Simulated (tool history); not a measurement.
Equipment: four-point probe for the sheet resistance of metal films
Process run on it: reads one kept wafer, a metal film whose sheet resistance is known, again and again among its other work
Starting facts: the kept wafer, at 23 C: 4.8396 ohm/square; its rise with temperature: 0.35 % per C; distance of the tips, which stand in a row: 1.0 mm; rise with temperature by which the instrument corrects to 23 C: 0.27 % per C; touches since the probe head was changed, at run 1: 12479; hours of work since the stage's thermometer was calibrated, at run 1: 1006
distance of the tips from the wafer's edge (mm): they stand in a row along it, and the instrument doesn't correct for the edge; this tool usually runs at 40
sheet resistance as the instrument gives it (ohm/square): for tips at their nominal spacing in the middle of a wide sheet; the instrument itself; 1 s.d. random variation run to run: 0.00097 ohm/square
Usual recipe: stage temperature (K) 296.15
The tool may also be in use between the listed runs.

| run | day | stage temperature (K) | distance of the tips from the wafer's edge (mm) | touches since the probe head was changed | hours of work since the stage's thermometer was calibrated | sheet resistance as the instrument gives it (ohm/square) |
|---|---|---|---|---|---|---|
| 1 | 0.000 | 296.15 | 40 | 12479 | 1006 | 4.839026 |
| 2 | 4.875 | 296.15 | 47 | 15987 | 1062 | 4.836158 |
| 3 | 10.679 | 296.15 | 47 | 20167 | 1129 | 4.835498 |
| 4 | 15.967 | 296.15 | 40 | 23974 | 1189 | 4.835807 |
| 5 | 21.388 | 296.15 | 40 | 27876 | 1251 | 4.833997 |
| 6 | 25.696 | 296.15 | 40 | 30979 | 1301 | 4.834633 |
| 7 | 29.650 | 296.15 | 40 | 33825 | 1346 | 4.835745 |
| 8 | 34.958 | 296.15 | 40 | 37645 | 1407 | 4.833764 |
| 9 | 37.521 | 296.15 | 40 | 39490 | 1436 | 4.833537 |
| 10 | 40.888 | 296.15 | 40 | 41913 | 1475 | 4.832933 |
| 11 | 45.696 | 296.15 | 40 | 45374 | 1530 | 4.832757 |
| 12 | 49.512 | 296.15 | 40 | 48123 | 1573 | 4.831808 |
| 13 | 52.683 | 296.15 | 40 | 50406 | 1610 | 4.830773 |
|  | 53.792 | stage's thermometer calibrated |
| 14 | 57.588 | 292.15 | 40 | 53920 | 43 | 4.805530 |
| 15 | 60.321 | 292.15 | 40 | 55890 | 75 | 4.804506 |
| 16 | 64.467 | 292.15 | 40 | 58873 | 122 | 4.804078 |
| 17 | 68.467 | 300.15 | 40 | 61753 | 168 | 4.833700 |
| 18 | 72.279 | 292.15 | 40 | 64498 | 212 | 4.802457 |
| 19 | 75.804 | 296.15 | 40 | 67037 | 252 | 4.819051 |
| 20 | 79.008 | 296.15 | 40 | 69343 | 289 | 4.815720 |
| 21 | 84.329 | 296.15 | 40 | 73174 | 350 | 4.818139 |
| 22 | 90.017 | 296.15 | 40 | 77266 | 415 | 4.819333 |
| 23 | 93.017 | 296.15 | 40 | 79429 | 449 | 4.816998 |
| 24 | 98.300 | 296.15 | 40 | 83232 | 510 | 4.817001 |
| 25 | 103.329 | 301.15 | 5 | 86853 | 567 | 4.935514 |
| 26 | 106.912 | 292.15 | 35 | 89432 | 609 | 4.802036 |
| 27 | 111.846 | 291.15 | 40 | 92982 | 665 | 4.794731 |
| 28 | 117.092 | 292.15 | 40 | 96759 | 725 | 4.798959 |
| 29 | 120.733 | 294.15 | 3 | 99381 | 767 | 5.075224 |
| 30 | 123.662 | 297.15 | 46 | 101489 | 800 | 4.816540 |
| 31 | 126.571 | 297.15 | 65 | 103584 | 834 | 4.814623 |
| 32 | 131.954 | 297.15 | 65 | 107460 | 895 | 4.815345 |
| 33 | 137.388 | 291.15 | 7 | 111372 | 958 | 4.844132 |
| 34 | 142.892 | 296.15 | 65 | 115332 | 1021 | 4.810816 |
| 35 | 148.588 | 296.15 | 9 | 119435 | 1086 | 4.841598 |
| 36 | 152.758 | 293.15 | 8 | 122437 | 1134 | 4.839441 |
| 37 | 155.288 | 293.15 | 8 | 124257 | 1163 | 4.837295 |
| 38 | 158.150 | 293.15 | 15 | 126318 | 1195 | 4.807787 |
| 39 | 161.279 | 293.15 | 15 | 128571 | 1231 | 4.807937 |
| 40 | 164.600 | 297.15 | 12 | 130961 | 1269 | 4.829338 |
| 41 | 169.762 | 297.15 | 12 | 134679 | 1328 | 4.829452 |
| 42 | 175.654 | 308.15 | 50 | 138920 | 1396 | 4.853394 |
| 43 | 179.262 | 292.15 | 48 | 141516 | 1437 | 4.791504 |
| 44 | 183.829 | 295.15 | 40 | 144806 | 1490 | 4.805423 |
| 45 | 188.021 | 295.15 | 40 | 147822 | 1538 | 4.802558 |

3 options for the next run, each taken on its own from the tool as it stands now. Forecast them:
|  | 191.704 | new probe head fitted |
| A | 191.704 | 308.15 | 32 | 0 | 1579 | ? |
|  | 191.704 | new probe head fitted |
| B | 191.704 | 297.15 | 27 | 0 | 1579 | ? |
|  | 191.704 | new probe head fitted |
| C | 191.704 | 293.15 | 58 | 0 | 1579 | ? |

| run | sheet resistance as the instrument gives it (ohm/square) |
|---|---|
| A | 4.900651 |
| B | 4.862180 |
| C | 4.841235 |
Without the tool's hidden state the same runs would have given:
| run | sheet resistance as the instrument gives it (ohm/square) |
|---|---|
| A | 4.886291 |
| B | 4.847561 |
| C | 4.826537 |
